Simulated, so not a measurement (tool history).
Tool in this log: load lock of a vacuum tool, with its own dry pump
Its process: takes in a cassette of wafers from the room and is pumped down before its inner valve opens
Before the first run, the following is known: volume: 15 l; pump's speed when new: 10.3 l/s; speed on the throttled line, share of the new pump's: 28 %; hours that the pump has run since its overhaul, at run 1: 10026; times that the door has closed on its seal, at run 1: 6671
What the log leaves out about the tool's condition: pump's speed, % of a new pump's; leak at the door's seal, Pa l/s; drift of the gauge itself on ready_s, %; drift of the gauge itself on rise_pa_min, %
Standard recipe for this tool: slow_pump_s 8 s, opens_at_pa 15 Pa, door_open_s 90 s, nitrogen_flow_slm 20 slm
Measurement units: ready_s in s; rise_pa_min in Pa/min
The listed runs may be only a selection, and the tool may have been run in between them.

run	hour	slow_pump_s	opens_at_pa	door_open_s	nitrogen_flow_slm	hours that the pump has run since its overhaul	times that the door has closed on its seal	incoming humidity of the room's air, %	ready_s	rise_pa_min
1	0	8	15	90	20	10026	6671	46	20	0.04
2	91.1	8	15	90	20	10117	6989	45	20.6	0.045
3	192.2	8	15	90	20	10218	7341	42.4	21	0.043
4	329	8	15	90	20	10355	7818	41.6	20.7	0.041
5	423.9	8	15	90	20	10450	8150	47.5	19.9	0.052
6	560.8	10	15	90	20	10587	8627	43.9	22.4	0.045
7	681.7	10	15	90	20	10708	9049	45.6	22.2	0.05
8	769.2	10	15	90	20	10795	9354	44.3	22.9	0.048
9	920.2	10	15	90	20	10946	9880	46.7	22.1	0.054
10	1006.2	10	15	90	20	11032	10180	44.6	22.4	0.055
11	1102.4	10	15	25	20	11129	10516	44.3	22	0.036
12	1249	8	19	90	20	11275	11027	41.4	20.6	0.053
13	1395.4	8	19	90	20	11422	11538	45.3	21.2	0.051
14	1466.1	10	15	90	20	11492	11784	45	22.5	0.055
15	1564.6	10	15	90	20	11591	12128	47.9	22.6	0.058
16	1678.4	10	20	182	20	11705	12525	45.8	21.6	0.068
17	1758.4	10	20	182	20	11785	12804	46.5	22.5	0.064
18	1853.8	9	20	88	17	11880	13136	44	21.4	0.054
19	1988.5	7	18	28	11	12015	13606	42.5	20.3	0.053
20	2093.6	8	11	90	20	12120	13973	46.3	22	0.056
21	2199.8	8	11	38	34	12226	14343	45.5	22.4	0.048
22	2334.6	14	18	38	34	12361	14813	44.1	25	0.05
23	2453.3	14	24	62	34	12480	15227	43.4	24.2	0.051

Below are 3 alternative next runs, each starting from the tool's condition after run 23. Predict each:
A	2582.2	8	15	90	35	12608	15677	42.1	?	?
B	2582.2	8	24	61	34	12608	15677	45.7	?	?
C	2582.2	14	20	62	5	12608	15677	41.6	?	?

run	ready_s	rise_pa_min
A	21.4	0.053
B	20.7	0.053
C	24.8	0.074
Without the tool's hidden state the same runs would have given:
run	ready_s	rise_pa_min
A	18.6	0.027
B	18.1	0.027
C	22.5	0.048
